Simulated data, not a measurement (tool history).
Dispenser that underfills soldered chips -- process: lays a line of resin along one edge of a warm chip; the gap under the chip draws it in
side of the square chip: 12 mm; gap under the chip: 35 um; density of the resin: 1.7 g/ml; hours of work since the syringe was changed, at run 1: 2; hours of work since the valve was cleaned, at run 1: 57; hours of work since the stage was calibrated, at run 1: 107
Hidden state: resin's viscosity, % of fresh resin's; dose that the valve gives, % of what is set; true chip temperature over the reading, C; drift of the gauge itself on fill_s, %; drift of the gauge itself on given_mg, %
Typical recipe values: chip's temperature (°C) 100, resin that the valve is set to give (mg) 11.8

run,hour,chip's temperature (°C),resin that the valve is set to give (mg),hours of work since the syringe was changed,hours of work since the valve was cleaned,hours of work since the stage was calibrated,time until the resin shows at the far edge (s),resin that the valve gave (mg)
1,0,100,11.8,2,57,107,453.8,11.55
2,4.9,100,12.4,6,61,111,635.2,12.03
# hour 6.1: new syringe of resin
3,10,100,12.4,3,65,115,485.7,12.07
4,13.6,100,12.4,6,68,118,607.7,12.07
# hour 15.3: new syringe of resin
5,16.7,100,12.4,1,70,120,399,11.91
# hour 20.8: dispensing valve cleaned and set on the balance
6,21,100,12.4,4,0,123,496.2,12.4
7,23.7,100,11.8,6,2,125,609.6,11.86
# hour 25.4: new syringe of resin
8,26.3,100,11.8,1,4,127,394.1,11.79
9,31,100,14.1,5,8,131,522.3,14.18
10,33.8,100,12.1,7,10,133,664.8,12.09
# hour 34.6: new syringe of resin
11,39,100,12.1,4,14,137,506.9,12.03
12,42.5,100,11.8,6,17,140,657.3,11.6
# hour 43.6: new syringe of resin
13,45,100,11.8,1,19,141,409.7,11.62
14,47.2,100,11.8,3,20,143,483,11.57
15,50.5,100,11.8,6,23,146,604.8,11.69
# hour 52.9: new syringe of resin
16,53.8,100,11.8,1,25,148,395.1,11.68
17,58.3,100,11.8,4,29,152,544.5,11.65
# hour 61.9: new syringe of resin
18,62.1,100,11.8,0,32,155,389.9,11.59
19,65,100,11.8,2,34,157,460.6,11.58
20,69,90,12.9,6,37,160,907.6,12.71
# hour 70.9: new syringe of resin
21,73.2,108,11.8,2,40,163,319.2,11.64
22,76.5,108,11.8,4,43,166,399,11.48
23,78.8,108,11.8,6,45,168,460.7,11.48
# hour 80.2: new syringe of resin
24,83.2,100,11.4,2,48,171,477.6,10.96
25,86.3,105,11.9,5,51,173,481.3,11.6

Run 26 is up next; what results do you expect?
26,88.7,97,12.3,7,53,175,?,?

Run 26 produced time until the resin shows at the far edge (s) 759.3, resin that the valve gave (mg) 11.98.
With no hidden state in the tool, this same run would have given time until the resin shows at the far edge (s) 385.1, resin that the valve gave (mg) 12.31.
